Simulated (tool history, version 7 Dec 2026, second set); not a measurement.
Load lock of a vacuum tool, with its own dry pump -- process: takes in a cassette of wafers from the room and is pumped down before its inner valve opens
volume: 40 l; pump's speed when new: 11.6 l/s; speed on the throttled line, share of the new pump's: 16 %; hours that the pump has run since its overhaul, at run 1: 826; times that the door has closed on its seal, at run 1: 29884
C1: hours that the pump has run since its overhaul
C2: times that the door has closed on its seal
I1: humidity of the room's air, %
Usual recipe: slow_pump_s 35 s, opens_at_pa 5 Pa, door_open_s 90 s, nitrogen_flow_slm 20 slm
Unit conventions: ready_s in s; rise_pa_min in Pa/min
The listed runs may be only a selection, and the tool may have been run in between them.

Run 1, hour 0: usual settings; C1 826; C2 29884; I1 44.2. Result: ready_s 64.9 s, rise_pa_min 0.544 Pa/min.
Run 2, hour 103.8: usual settings; C1 929; C2 30335; I1 43.7. Result: ready_s 64.1 s, rise_pa_min 0.563 Pa/min.
Run 3, hour 157: usual settings; C1 983; C2 30566; I1 47.2. Result: ready_s 63.7 s, rise_pa_min 0.57 Pa/min.
Run 4, hour 233.1: usual settings; C1 1059; C2 30897; I1 46.8. Result: ready_s 65.5 s, rise_pa_min 0.577 Pa/min.
Run 5, hour 306.7: usual settings; C1 1132; C2 31217; I1 43.6. Result: ready_s 65.3 s, rise_pa_min 0.575 Pa/min.
Run 6, hour 416.8: usual settings; C1 1242; C2 31695; I1 44.1. Result: ready_s 64.7 s, rise_pa_min 0.587 Pa/min.
At hour 520.3: door's seal changed, seat wiped.
Run 7, hour 520.3: usual settings; C1 1344; C2 0; I1 45.2. Result: ready_s 65.2 s, rise_pa_min 0.041 Pa/min.
Run 8, hour 633.7: usual settings; C1 1458; C2 493; I1 40.3. Result: ready_s 64.9 s, rise_pa_min 0.043 Pa/min.
Run 9, hour 749.4: usual settings; C1 1574; C2 996; I1 46.5. Result: ready_s 65.2 s, rise_pa_min 0.048 Pa/min.
Run 10, hour 810.8: usual settings; C1 1635; C2 1263; I1 43.9. Result: ready_s 64.3 s, rise_pa_min 0.05 Pa/min.
Run 11, hour 878: usual settings; C1 1702; C2 1555; I1 45.2. Result: ready_s 64.1 s, rise_pa_min 0.045 Pa/min.
Run 12, hour 995.2: usual settings but door_open_s 207 s; C1 1819; C2 2064; I1 47.8. Result: ready_s 65 s, rise_pa_min 0.07 Pa/min.
Run 13, hour 1103: usual settings but door_open_s 207 s; C1 1927; C2 2533; I1 45.6. Result: ready_s 64.5 s, rise_pa_min 0.081 Pa/min.
Run 14, hour 1165.3: usual settings; C1 1989; C2 2803; I1 40.1. Result: ready_s 65.2 s, rise_pa_min 0.048 Pa/min.
Run 15, hour 1242.6: usual settings; C1 2067; C2 3139; I1 46.8. Result: ready_s 64.8 s, rise_pa_min 0.06 Pa/min.
Run 16, hour 1298.4: usual settings but slow_pump_s 19 s, opens_at_pa 8 Pa, nitrogen_flow_slm 7 slm; C1 2122; C2 3382; I1 45. Result: ready_s 49.1 s, rise_pa_min 0.083 Pa/min.
Run 17, hour 1382.3: usual settings but slow_pump_s 19 s, opens_at_pa 7 Pa, door_open_s 37 s, nitrogen_flow_slm 14 slm; C1 2206; C2 3746; I1 44.1. Result: ready_s 49.9 s, rise_pa_min 0.05 Pa/min.
Run 18, hour 1488.1: usual settings but slow_pump_s 40 s, door_open_s 36 s; C1 2312; C2 4206; I1 42.9. Result: ready_s 69.4 s, rise_pa_min 0.055 Pa/min.
Run 19, hour 1593.7: usual settings but opens_at_pa 7 Pa, nitrogen_flow_slm 27 slm; C1 2418; C2 4665; I1 43.9. Result: ready_s 63.3 s, rise_pa_min 0.064 Pa/min.
Run 20, hour 1708.3: usual settings but slow_pump_s 43 s, opens_at_pa 6 Pa, door_open_s 39 s, nitrogen_flow_slm 18 slm; C1 2532; C2 5163; I1 45.4. Result: ready_s 71 s, rise_pa_min 0.065 Pa/min.
Run 21, hour 1765.9: usual settings but slow_pump_s 31 s, opens_at_pa 6 Pa, door_open_s 50 s, nitrogen_flow_slm 10 slm; C1 2590; C2 5414; I1 40. Result: ready_s 61 s, rise_pa_min 0.068 Pa/min.
Run 22, hour 1834.8: usual settings but slow_pump_s 31 s, opens_at_pa 6 Pa, door_open_s 50 s, nitrogen_flow_slm 10 slm; C1 2659; C2 5713; I1 44.4. Result: ready_s 61.1 s, rise_pa_min 0.078 Pa/min.
Run 23, hour 1907.1: usual settings but slow_pump_s 27 s, opens_at_pa 6 Pa, door_open_s 60 s, nitrogen_flow_slm 6 slm; C1 2731; C2 6027; I1 44.6. Result: ready_s 57.1 s, rise_pa_min 0.092 Pa/min.
Run 24, hour 2013.3: usual settings but slow_pump_s 27 s, door_open_s 60 s, nitrogen_flow_slm 6 slm; C1 2837; C2 6489; I1 47.6. Result: ready_s 58.9 s, rise_pa_min 0.104 Pa/min.
Run 25, hour 2127.5: usual settings but slow_pump_s 43 s; C1 2952; C2 6985; I1 45.4. Result: ready_s 71.7 s, rise_pa_min 0.095 Pa/min.

For run 26, what comes out?
Run 26, hour 2176.4: usual settings but slow_pump_s 43 s, opens_at_pa 6 Pa, door_open_s 109 s, nitrogen_flow_slm 21 slm; C1 3001; C2 7198; I1 45.4. Result: ready_s ?, rise_pa_min ?.

Run 26 gave ready_s 71.1 s, rise_pa_min 0.095 Pa/min.
With the hidden condition absent and the run-to-run variation left alone, this run would have shown ready_s 70.1 s, rise_pa_min 0.039 Pa/min.
